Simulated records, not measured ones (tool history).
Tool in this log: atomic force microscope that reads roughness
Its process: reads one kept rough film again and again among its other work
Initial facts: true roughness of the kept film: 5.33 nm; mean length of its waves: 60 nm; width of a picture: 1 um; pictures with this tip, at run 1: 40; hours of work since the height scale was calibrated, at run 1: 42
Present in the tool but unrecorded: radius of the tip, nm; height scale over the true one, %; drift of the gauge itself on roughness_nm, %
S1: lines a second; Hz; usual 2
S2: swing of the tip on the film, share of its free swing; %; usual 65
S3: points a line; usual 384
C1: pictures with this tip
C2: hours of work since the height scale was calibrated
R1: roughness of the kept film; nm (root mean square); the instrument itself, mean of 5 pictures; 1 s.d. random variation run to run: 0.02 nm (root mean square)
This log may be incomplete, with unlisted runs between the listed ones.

run      day    S1  S2   S3   C1    C2     R1
  1        0     2  65  384   40    42  4.783
       2.917  -- new tip fitted
  2    2.996  2.82  65  384    5    95  4.745
  3    4.712  2.82  65  384  103   126  4.587
       6.408  -- new tip fitted
  4    7.433  2.82  65  384   59   174  4.644
       9.804  -- new tip fitted
  5     10.3  2.82  65  384   28   225  4.717
  6   11.838     2  65  633  116   253  4.682
        13.4  -- new tip fitted
  7   13.525     2  65  384    7   283  4.882
  8   16.483     2  65  300  176   336   4.52
      16.783  -- new tip fitted
  9   18.112  3.82  65  300   76   365  4.524
 10   20.054     2  65  384  187   399  4.531
      20.279  -- new tip fitted
 11   21.738  1.13  65  384   83   429  4.892
        23.8  -- new tip fitted
 12   24.875  1.13  65  384   62   485  4.894
 13   26.804  1.13  80  384  172   520  4.524
      27.112  -- new tip fitted
 14   29.258   0.8  80  384  123   563  4.659
        30.7  -- new tip fitted
 15   32.879   0.8  80  384  124   628  4.685
      34.117  -- new tip fitted
 16   36.208   0.8  80  384  120   687  4.652
      37.688  -- new tip fitted
 17   39.117   0.8  80  384   81   739  4.741
      41.162  -- new tip fitted
 18   42.379   0.8  80  384   69   797  4.788
      44.646  -- new tip fitted
 19   45.838   0.8  80  384   68   858  4.808
      47.975  -- new tip fitted
 20   47.975   0.8  80  384    0   896   4.88
 21   49.792  1.54  65  384  104   929  4.769
      51.292  -- new tip fitted
 22   52.667  1.54  65  384   79   980  4.845
      54.725  -- new tip fitted
 23   56.112  1.54  65  384   79  1041  4.825
      57.679  -- height scale calibrated on a step standard
      58.217  -- new tip fitted
 24   59.254   0.6  80  981   60    28  4.833
 25   61.446  1.31  57  522  185    67  4.742
      61.667  -- new tip fitted
 26   63.367  1.31  72  677   97   101  4.737
      65.167  -- new tip fitted
 27   66.229  2.51  65  384   61   152  4.726
        68.5  -- new tip fitted
 28   68.783  2.51  65  384   17   197  4.772
 29   70.246  1.52  66  384  100   224   4.75
      71.867  -- new tip fitted
 30       73     2  62  384   65   273  4.795
      75.396  -- new tip fitted
 31   75.954  3.49  55  384   31   325  4.859
      78.862  -- new tip fitted
 32   78.862  3.49  55  384    0   377  4.928
 33   81.329  1.96  65  315  141   421  4.632
      82.417  -- new tip fitted
 34   83.146  1.96  65  315   41   453   4.83
 35   85.333     2  78  337  166   492  4.349
      85.938  -- new tip fitted
 36   87.562     2  78  625   93   532  4.461
 37   89.212  0.68  65  757  187   561  4.734
      89.496  -- new tip fitted
 38   92.608  0.68  65  757  178   622  4.816
      92.938  -- new tip fitted
 39   95.283     2  78  307  134   669  4.408
      96.346  -- new tip fitted
 40   98.067     2  78  307   99   719  4.393
      99.679  -- new tip fitted
 41   101.05     2  78  307   79   772   4.48
 42  102.721     2  80  384  174   802  4.271
     103.304  -- new tip fitted
 43  104.525  0.55  65  384   70   834  4.958
     106.733  -- new tip fitted
 44  107.538  1.08  78  805   46   887   4.79
 45  109.388  1.08  78  805  152   921  4.633

4 options for the next run, each taken on its own from the tool as it stands now. Forecast them:
      110.25  -- new tip fitted
  A  111.454   3.4  70  650  69  957   ?
      110.25  -- new tip fitted
  B  111.454  2.54  62  586  69  957   ?
      110.25  -- new tip fitted
  C  111.454  1.08  68  805  69  957   ?
      110.25  -- new tip fitted
  D  111.454  1.08  78  625  69  957   ?

run     R1
  A  4.478
  B   4.72
  C  4.867
  D  4.782
Take away the tool's hidden state, keep each run's random variation, and the runs would have read:
run     R1
  A  4.577
  B  4.825
  C  4.974
  D  4.888
